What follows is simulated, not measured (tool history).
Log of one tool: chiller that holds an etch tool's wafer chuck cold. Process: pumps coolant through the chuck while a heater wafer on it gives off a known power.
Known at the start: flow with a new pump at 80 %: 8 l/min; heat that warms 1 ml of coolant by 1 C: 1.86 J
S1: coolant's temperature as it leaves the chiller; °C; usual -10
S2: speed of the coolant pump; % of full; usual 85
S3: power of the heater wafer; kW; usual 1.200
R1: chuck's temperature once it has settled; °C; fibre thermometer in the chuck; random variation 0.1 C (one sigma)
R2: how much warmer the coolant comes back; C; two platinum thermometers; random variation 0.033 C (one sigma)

Run 1, hour 0.0: usual settings. Result: R1 -1.4 °C, R2 4.51 C.
Run 2, hour 153.3: usual settings. Result: R1 -1.4 °C, R2 4.51 C.
Run 3, hour 251.1: usual settings but S3 0.826 kW. Result: R1 -4.2 °C, R2 3.15 C.
At hour 319.4: chiller's thermometer calibrated.
Run 4, hour 366.2: usual settings but S3 0.826 kW. Result: R1 -4.1 °C, R2 3.18 C.
Run 5, hour 475.2: usual settings. Result: R1 -1.3 °C, R2 4.58 C.
Run 6, hour 579.7: usual settings. Result: R1 -1.6 °C, R2 4.55 C.
Run 7, hour 653.4: usual settings but S2 91 % of full. Result: R1 -2.0 °C, R2 4.27 C.
Run 8, hour 788.5: usual settings. Result: R1 -1.5 °C, R2 4.57 C.
Run 9, hour 877.2: usual settings but S2 81 % of full. Result: R1 -1.1 °C, R2 4.81 C.
Run 10, hour 1028.2: usual settings. Result: R1 -1.5 °C, R2 4.56 C.
Run 11, hour 1173.7: usual settings. Result: R1 -1.3 °C, R2 4.56 C.
Run 12, hour 1288.2: usual settings. Result: R1 -1.5 °C, R2 4.52 C.
Run 13, hour 1410.1: usual settings. Result: R1 -1.4 °C, R2 4.59 C.
Run 14, hour 1503.9: usual settings but S2 76 % of full. Result: R1 -0.7 °C, R2 4.98 C.
Run 15, hour 1634.1: usual settings. Result: R1 -1.5 °C, R2 4.54 C.
Run 16, hour 1786.4: usual settings but S1 -15 °C, S2 96 % of full. Result: R1 -7.3 °C, R2 4.03 C.
Run 17, hour 1902.5: usual settings but S1 -15 °C, S2 96 % of full. Result: R1 -7.5 °C, R2 4.09 C.
Run 18, hour 2029.2: usual settings but S1 -4 °C, S2 92 % of full, S3 1.359 kW. Result: R1 5.0 °C, R2 4.79 C.
Run 19, hour 2099.0: usual settings but S1 -4 °C, S2 92 % of full, S3 1.359 kW. Result: R1 5.2 °C, R2 4.84 C.
Run 20, hour 2200.0: usual settings but S2 69 % of full, S3 0.796 kW. Result: R1 -3.3 °C, R2 3.66 C.
Run 21, hour 2322.1: usual settings but S1 -14 °C, S3 0.790 kW. Result: R1 -8.5 °C, R2 3.01 C.
Run 22, hour 2413.4: usual settings but S1 -3 °C, S2 84 % of full, S3 0.790 kW. Result: R1 2.8 °C, R2 3.07 C.
Run 23, hour 2537.3: usual settings but S1 -3 °C, S2 84 % of full, S3 0.790 kW. Result: R1 2.9 °C, R2 3.05 C.
Run 24, hour 2681.1: usual settings but S1 -7 °C, S3 1.141 kW. Result: R1 1.1 °C, R2 4.32 C.
Run 25, hour 2827.8: usual settings but S1 -13 °C, S3 0.779 kW. Result: R1 -7.7 °C, R2 2.96 C.
Run 26, hour 2973.4: usual settings but S3 0.772 kW. Result: R1 -4.4 °C, R2 2.88 C.

Forecast run 27:
Run 27, hour 3051.5: usual settings but S1 -13 °C. Result: R1 ?, R2 ?.

Run 27 gave R1 -4.6 °C, R2 4.57 C.
Without the tool's hidden state the same run would have given R1 -4.6 °C, R2 4.56 C.
